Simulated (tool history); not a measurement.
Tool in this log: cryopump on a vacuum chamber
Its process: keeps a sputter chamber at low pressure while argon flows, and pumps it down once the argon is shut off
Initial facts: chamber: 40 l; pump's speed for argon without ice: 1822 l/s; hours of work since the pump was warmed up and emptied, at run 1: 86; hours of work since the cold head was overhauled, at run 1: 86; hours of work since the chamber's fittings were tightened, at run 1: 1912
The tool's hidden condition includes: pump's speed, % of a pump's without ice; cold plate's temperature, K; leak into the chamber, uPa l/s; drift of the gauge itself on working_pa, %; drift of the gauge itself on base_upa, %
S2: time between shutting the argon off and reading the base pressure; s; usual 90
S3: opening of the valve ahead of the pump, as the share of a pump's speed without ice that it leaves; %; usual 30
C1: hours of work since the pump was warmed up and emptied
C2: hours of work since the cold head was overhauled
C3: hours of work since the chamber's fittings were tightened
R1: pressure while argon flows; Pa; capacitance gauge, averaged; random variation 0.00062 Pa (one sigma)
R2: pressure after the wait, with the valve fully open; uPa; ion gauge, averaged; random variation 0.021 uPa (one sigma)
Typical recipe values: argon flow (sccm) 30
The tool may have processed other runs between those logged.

Run 1, hour 0.0: usual settings; C1 86; C2 86; C3 1912. Result: R1 0.0957 Pa, R2 1.36 uPa.
Run 2, hour 18.0: usual settings; C1 94; C2 94; C3 1919. Result: R1 0.0950 Pa, R2 1.35 uPa.
Run 3, hour 44.9: usual settings; C1 105; C2 105; C3 1930. Result: R1 0.0940 Pa, R2 1.38 uPa.
Run 4, hour 59.9: usual settings; C1 111; C2 111; C3 1936. Result: R1 0.0947 Pa, R2 1.39 uPa.
Run 5, hour 78.4: usual settings but S2 279 s; C1 119; C2 119; C3 1944. Result: R1 0.0955 Pa, R2 1.16 uPa.
Run 6, hour 92.6: usual settings but S2 279 s; C1 125; C2 125; C3 1950. Result: R1 0.0946 Pa, R2 1.19 uPa.
Run 7, hour 116.6: usual settings but S2 279 s; C1 134; C2 134; C3 1960. Result: R1 0.0944 Pa, R2 1.18 uPa.
Run 8, hour 141.2: usual settings but S2 279 s; C1 145; C2 145; C3 1970. Result: R1 0.0944 Pa, R2 1.18 uPa.
Run 9, hour 163.0: usual settings but S2 279 s; C1 154; C2 154; C3 1979. Result: R1 0.0946 Pa, R2 1.16 uPa.
Run 10, hour 193.4: usual settings but S2 279 s; C1 166; C2 166; C3 1991. Result: R1 0.0949 Pa, R2 1.19 uPa.
Run 11, hour 209.7: usual settings but argon flow (sccm) 13, S2 279 s; C1 173; C2 173; C3 1998. Result: R1 0.0415 Pa, R2 1.21 uPa.
Run 12, hour 232.3: usual settings; C1 182; C2 182; C3 2007. Result: R1 0.0968 Pa, R2 1.49 uPa.
Run 13, hour 252.2: usual settings; C1 190; C2 190; C3 2015. Result: R1 0.0954 Pa, R2 1.47 uPa.
Run 14, hour 283.7: usual settings; C1 203; C2 203; C3 2028. Result: R1 0.0951 Pa, R2 1.45 uPa.
Run 15, hour 307.2: usual settings; C1 213; C2 213; C3 2038. Result: R1 0.0957 Pa, R2 1.51 uPa.
Run 16, hour 327.5: usual settings but S2 125 s; C1 221; C2 221; C3 2046. Result: R1 0.0953 Pa, R2 1.34 uPa.
Run 17, hour 349.7: usual settings but S2 125 s; C1 230; C2 230; C3 2055. Result: R1 0.0954 Pa, R2 1.36 uPa.
Run 18, hour 374.5: usual settings but S2 125 s; C1 241; C2 241; C3 2066. Result: R1 0.0951 Pa, R2 1.44 uPa.
Run 19, hour 396.9: usual settings but S2 125 s; C1 250; C2 250; C3 2075. Result: R1 0.0963 Pa, R2 1.41 uPa.
Run 20, hour 429.9: usual settings but S2 125 s; C1 263; C2 263; C3 2088. Result: R1 0.0960 Pa, R2 1.47 uPa.
Run 21, hour 458.4: usual settings but S2 125 s; C1 275; C2 275; C3 2100. Result: R1 0.0974 Pa, R2 1.44 uPa.
Run 22, hour 486.3: usual settings but argon flow (sccm) 51, S2 122 s, S3 31 %; C1 286; C2 286; C3 2112. Result: R1 0.1595 Pa, R2 1.40 uPa.

Forecast run 23:
Run 23, hour 504.7: usual settings but argon flow (sccm) 29, S2 214 s, S3 23 %; C1 294; C2 294; C3 2119. Result: R1 ?, R2 ?.

R1: 0.1207 Pa
R2: 1.37 uPa
If the tool had no hidden condition, the same run with the same run-to-run variation would have returned R1 0.1166 Pa, R2 0.31 uPa.

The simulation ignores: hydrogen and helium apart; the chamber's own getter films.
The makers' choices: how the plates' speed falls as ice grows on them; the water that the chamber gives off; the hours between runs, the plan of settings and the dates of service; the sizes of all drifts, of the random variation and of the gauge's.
